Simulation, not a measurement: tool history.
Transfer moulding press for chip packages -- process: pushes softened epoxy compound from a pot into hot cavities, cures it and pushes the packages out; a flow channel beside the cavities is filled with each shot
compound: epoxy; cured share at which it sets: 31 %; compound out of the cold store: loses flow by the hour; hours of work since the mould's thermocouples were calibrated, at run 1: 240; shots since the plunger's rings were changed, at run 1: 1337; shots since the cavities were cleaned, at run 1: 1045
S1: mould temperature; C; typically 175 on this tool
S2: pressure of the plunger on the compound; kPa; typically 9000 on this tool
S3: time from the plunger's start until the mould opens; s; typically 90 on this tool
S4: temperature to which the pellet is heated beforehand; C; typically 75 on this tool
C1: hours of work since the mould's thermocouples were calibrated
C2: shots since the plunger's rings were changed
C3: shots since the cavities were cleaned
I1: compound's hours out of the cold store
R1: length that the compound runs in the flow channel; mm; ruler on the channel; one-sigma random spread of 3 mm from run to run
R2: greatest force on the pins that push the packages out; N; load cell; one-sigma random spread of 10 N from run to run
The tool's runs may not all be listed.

run	day	S1	S2	S3	S4	C1	C2	C3	I1	R1	R2
1	0	175	9000	90	75	240	1337	1045	14.1	551	961
# day 0.679: cavities cleaned with cleaning compound and waxed
2	0.896	175	9000	90	75	250	1515	46	37.8	488	536
3	2.429	175	9290	90	75	269	1845	376	11.9	563	802
4	3.821	175	9290	90	69	285	2143	674	43.3	486	808
5	4.542	175	9290	90	69	294	2298	829	35.6	502	872
6	5.508	175	9000	90	75	306	2505	1036	35.6	491	907
# day 6.221: cavities cleaned with cleaning compound and waxed
7	6.508	175	9000	90	75	317	2706	62	18	524	588
8	7.746	175	9000	90	75	332	2972	328	31.6	499	750
9	8.975	175	9000	103	75	347	3236	592	20.3	516	733
10	9.7	175	9000	103	75	356	3390	746	27.3	502	715
11	10.529	175	9000	103	75	366	3569	925	9.1	543	806
# day 11.788: cavities cleaned with cleaning compound and waxed
12	11.788	175	9000	103	75	380	3825	0	34.5	484	440
13	12.462	170	9000	90	75	389	3970	145	31.3	499	875
14	13.85	170	9000	90	75	405	4267	442	31.3	498	1116
15	14.671	177	10250	118	85	415	4443	618	43.9	485	645
16	15.962	177	10250	118	85	431	4721	896	40	487	673
17	17.062	177	10250	118	85	444	4957	1132	31	510	711
# day 17.408: cavities cleaned with cleaning compound and waxed
18	18.288	174	7770	118	85	458	5206	189	10.8	489	520
19	19.654	167	9000	80	84	475	5499	482	19.4	523	1858
20	21.167	167	8890	80	76	493	5823	806	8.9	545	2259
# day 22.396: mould's thermocouples calibrated
21	22.646	175	9000	90	71	3	6122	1105	30.9	463	888
# day 23.042: cavities cleaned with cleaning compound and waxed
22	24.171	169	9000	90	71	21	6436	242	25.2	487	1033
23	24.833	169	9000	90	71	29	6578	384	14.2	514	1178
24	25.875	175	6930	108	75	41	6802	608	24.3	420	687
# day 26.392: plunger's sealing rings changed
25	26.871	183	6930	108	81	52	102	799	18.2	468	649

Here are 5 independent what-if runs from the current tool condition. What would each one return?
A	27.512	177	7950	89	75	60	240	937	20.8	?	?
B	27.512	175	8210	108	81	60	240	937	44.6	?	?
C	27.512	178	6930	91	80	60	240	937	32.4	?	?
D	27.512	175	9000	104	68	60	240	937	22.9	?	?
E	27.512	175	9140	90	75	60	240	937	39.6	?	?

run	R1	R2
A	508	812
B	463	752
C	446	755
D	547	749
E	501	860
Stripped of hidden state, with their random variation kept, the same runs would have yielded:
run	R1	R2
A	511	437
B	466	413
C	448	413
D	550	409
E	503	466
